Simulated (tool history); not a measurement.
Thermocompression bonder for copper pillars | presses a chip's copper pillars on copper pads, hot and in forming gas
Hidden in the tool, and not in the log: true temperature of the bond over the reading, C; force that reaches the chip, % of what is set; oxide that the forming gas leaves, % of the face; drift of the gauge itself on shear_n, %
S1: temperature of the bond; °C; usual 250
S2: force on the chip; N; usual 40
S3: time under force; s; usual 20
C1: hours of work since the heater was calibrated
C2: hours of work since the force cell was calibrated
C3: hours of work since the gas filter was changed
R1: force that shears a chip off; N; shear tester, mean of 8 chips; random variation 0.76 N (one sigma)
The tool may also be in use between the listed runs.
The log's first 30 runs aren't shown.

{"run": 31, "hour": 1656.5, "S1": 247, "S2": 25, "S3": 12, "C1": 922, "C2": 968, "C3": 108, "R1": 31.1}
{"run": 32, "hour": 1717.9, "S1": 247, "S2": 25, "S3": 12, "C1": 954, "C2": 1000, "C3": 140, "R1": 30.9}
{"run": 33, "hour": 1777.9, "S1": 247, "S2": 25, "S3": 12, "C1": 985, "C2": 1031, "C3": 171, "R1": 29.9}
{"run": 34, "hour": 1813.7, "S1": 247, "S2": 25, "S3": 12, "C1": 1003, "C2": 1049, "C3": 189, "R1": 30}
{"hour": 1838.8, "done": "force cell calibrated"}
{"run": 35, "hour": 1885.7, "S1": 277, "S2": 55, "S3": 23, "C1": 1040, "C2": 24, "C3": 226, "R1": 102.5}
{"run": 36, "hour": 1934.1, "S1": 250, "S2": 40, "S3": 22, "C1": 1065, "C2": 49, "C3": 251, "R1": 60.1}
{"hour": 1956.4, "done": "heater calibrated with a thermocouple chip"}
{"run": 37, "hour": 2001.2, "S1": 253, "S2": 36, "S3": 42, "C1": 23, "C2": 83, "C3": 285, "R1": 74.6}
{"hour": 2006.6, "done": "forming gas filter changed"}
{"run": 38, "hour": 2049.4, "S1": 253, "S2": 36, "S3": 42, "C1": 48, "C2": 108, "C3": 22, "R1": 75.5}

Forecast each of these 5 alternatives for the next run:
{"run": "A", "hour": 2104.6, "S1": 250, "S2": 24, "S3": 20, "C1": 77, "C2": 136, "C3": 51, "R1": "?"}
{"run": "B", "hour": 2104.6, "S1": 250, "S2": 40, "S3": 35, "C1": 77, "C2": 136, "C3": 51, "R1": "?"}
{"run": "C", "hour": 2104.6, "S1": 270, "S2": 36, "S3": 31, "C1": 77, "C2": 136, "C3": 51, "R1": "?"}
{"run": "D", "hour": 2104.6, "S1": 255, "S2": 51, "S3": 51, "C1": 77, "C2": 136, "C3": 51, "R1": "?"}
{"run": "E", "hour": 2104.6, "S1": 223, "S2": 36, "S3": 37, "C1": 77, "C2": 136, "C3": 51, "R1": "?"}

run=A R1=39.3
run=B R1=72.8
run=C R1=82.4
run=D R1=96.6
run=E R1=43.4
Without the tool's hidden state the same runs would have given:
run=A R1=39.3
run=B R1=72.8
run=C R1=82.4
run=D R1=96.6
run=E R1=43.4
